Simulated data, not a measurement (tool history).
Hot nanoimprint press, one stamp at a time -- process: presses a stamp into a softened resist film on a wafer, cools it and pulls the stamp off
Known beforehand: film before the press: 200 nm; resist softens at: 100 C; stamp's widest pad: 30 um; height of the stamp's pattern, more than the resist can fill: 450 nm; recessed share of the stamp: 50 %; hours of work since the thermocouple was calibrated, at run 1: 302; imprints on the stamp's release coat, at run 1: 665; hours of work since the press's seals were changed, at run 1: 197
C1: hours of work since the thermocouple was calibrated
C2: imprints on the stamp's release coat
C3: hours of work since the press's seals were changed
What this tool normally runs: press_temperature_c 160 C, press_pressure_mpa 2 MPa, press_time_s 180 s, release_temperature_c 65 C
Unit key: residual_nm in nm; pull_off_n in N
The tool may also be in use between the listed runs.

run 1 hour=0 | press_temperature_c=160 press_pressure_mpa=2 press_time_s=180 release_temperature_c=65 | C1=302 C2=665 C3=197 | residual_nm=119.4 pull_off_n=246
run 2 hour=6.1 | press_temperature_c=160 press_pressure_mpa=2 press_time_s=180 release_temperature_c=65 | C1=306 C2=688 C3=201 | residual_nm=120.2 pull_off_n=245
run 3 hour=12.3 | press_temperature_c=160 press_pressure_mpa=2 press_time_s=180 release_temperature_c=65 | C1=309 C2=711 C3=204 | residual_nm=120 pull_off_n=245
run 4 hour=24.8 | press_temperature_c=160 press_pressure_mpa=2 press_time_s=180 release_temperature_c=65 | C1=316 C2=758 C3=211 | residual_nm=120.8 pull_off_n=246
run 5 hour=32.1 | press_temperature_c=160 press_pressure_mpa=2 press_time_s=180 release_temperature_c=65 | C1=320 C2=785 C3=215 | residual_nm=121.3 pull_off_n=241
run 6 hour=38.6 | press_temperature_c=160 press_pressure_mpa=2 press_time_s=180 release_temperature_c=65 | C1=324 C2=810 C3=219 | residual_nm=121.8 pull_off_n=250
run 7 hour=44.1 | press_temperature_c=160 press_pressure_mpa=1.21 press_time_s=180 release_temperature_c=65 | C1=327 C2=830 C3=222 | residual_nm=144.5 pull_off_n=239
-- hour=47.6 plate thermocouple calibrated
run 8 hour=58.3 | press_temperature_c=160 press_pressure_mpa=1.21 press_time_s=180 release_temperature_c=65 | C1=6 C2=872 C3=228 | residual_nm=149.3 pull_off_n=250

Run 9 is up next; what results do you expect?
run 9 hour=69.7 | press_temperature_c=160 press_pressure_mpa=1.21 press_time_s=180 release_temperature_c=65 | C1=12 C2=915 C3=234 | residual_nm=? pull_off_n=?

{"run 9": {"residual_nm": 148.6, "pull_off_n": 261}}
On a tool with no hidden condition, and with the same random variation, this run would have come out at residual_nm 135.3 nm, pull_off_n 207 N.

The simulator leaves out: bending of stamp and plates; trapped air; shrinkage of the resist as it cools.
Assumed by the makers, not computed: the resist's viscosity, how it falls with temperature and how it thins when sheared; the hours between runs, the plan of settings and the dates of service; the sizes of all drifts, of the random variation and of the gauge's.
